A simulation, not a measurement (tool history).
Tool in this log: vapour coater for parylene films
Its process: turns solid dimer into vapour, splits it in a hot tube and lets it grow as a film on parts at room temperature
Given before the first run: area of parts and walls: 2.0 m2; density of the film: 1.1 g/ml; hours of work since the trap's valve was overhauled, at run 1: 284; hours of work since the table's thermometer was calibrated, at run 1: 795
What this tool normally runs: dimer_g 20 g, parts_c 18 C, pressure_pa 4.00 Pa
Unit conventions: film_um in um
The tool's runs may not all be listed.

run	day	dimer_g	parts_c	pressure_pa	hours of work since the trap's valve was overhauled	hours of work since the table's thermometer was calibrated	film_um
1	0.000	20	18	4.00	284	795	6.32
2	1.158	20	18	4.00	304	815	6.37
3	2.362	20	18	4.08	324	835	6.41
4	3.200	20	18	2.15	339	849	6.88
5	4.254	20	18	4.00	356	867	6.35
6	5.192	20	18	4.00	372	883	6.35
7	5.883	20	15	4.00	384	895	6.69
8	6.692	20	15	4.00	398	909	6.72
9	7.967	20	15	7.27	420	930	6.20
10	9.025	19	15	7.27	437	948	5.80
# day 9.812: trap's valve overhauled
11	10.229	19	15	7.27	7	966	5.80
12	10.942	19	15	2.38	19	978	6.85
13	12.533	19	15	2.38	46	1005	6.88
14	13.579	19	15	2.38	64	1023	6.75
15	14.312	19	15	2.38	76	1035	6.88
16	15.162	20	18	4.00	91	1050	6.30
17	16.517	20	16	4.00	114	1073	6.54
18	18.033	20	16	4.00	140	1099	6.58
19	19.388	20	18	4.00	163	1122	6.33
20	20.838	20	18	4.00	187	1146	6.40
21	22.004	20	18	4.00	207	1166	6.36
22	23.171	20	18	4.00	227	1186	6.36
23	24.046	25	18	4.00	242	1201	7.95
24	25.629	25	13	2.02	269	1228	9.45
25	26.712	20	20	4.00	287	1246	6.19
26	27.479	15	14	5.21	300	1259	4.88
27	28.492	15	15	5.21	317	1276	4.81
28	29.562	11	12	4.50	335	1294	3.82
29	30.567	20	18	7.44	353	1311	5.79
30	31.883	20	18	7.44	375	1334	5.73
31	33.358	31	18	4.00	400	1359	9.87
32	34.792	21	28	2.86	424	1383	5.94
33	35.883	10	28	11.27	443	1402	2.33
# day 36.333: trap's valve overhauled
34	37.375	28	25	6.06	18	1424	7.55
35	38.825	12	25	7.39	42	1449	3.11
36	39.604	12	25	7.39	56	1462	3.09
37	40.358	12	21	3.54	68	1475	3.68
38	41.642	12	21	3.54	90	1497	3.68
39	42.817	10	18	6.41	110	1517	2.97
40	43.821	12	12	4.00	127	1534	4.23
41	45.062	24	21	5.77	148	1555	6.80
42	46.667	15	20	11.07	176	1582	4.00
43	48.125	18	26	4.00	200	1607	4.99
44	49.017	20	14	2.39	215	1622	7.33
45	50.646	31	25	5.74	243	1650	8.35
46	51.783	20	18	2.56	262	1669	6.74

Below are 3 alternative next runs, each starting from the tool's condition after run 46. Predict each:
A	52.888	20	14	4.00	281	1688	?
B	52.888	19	18	3.31	281	1688	?
C	52.888	19	26	4.00	281	1688	?

run	film_um
A	6.79
B	6.25
C	5.28
Stripped of hidden state, with their random variation kept, the same runs would have yielded:
run	film_um
A	6.80
B	6.26
C	5.29

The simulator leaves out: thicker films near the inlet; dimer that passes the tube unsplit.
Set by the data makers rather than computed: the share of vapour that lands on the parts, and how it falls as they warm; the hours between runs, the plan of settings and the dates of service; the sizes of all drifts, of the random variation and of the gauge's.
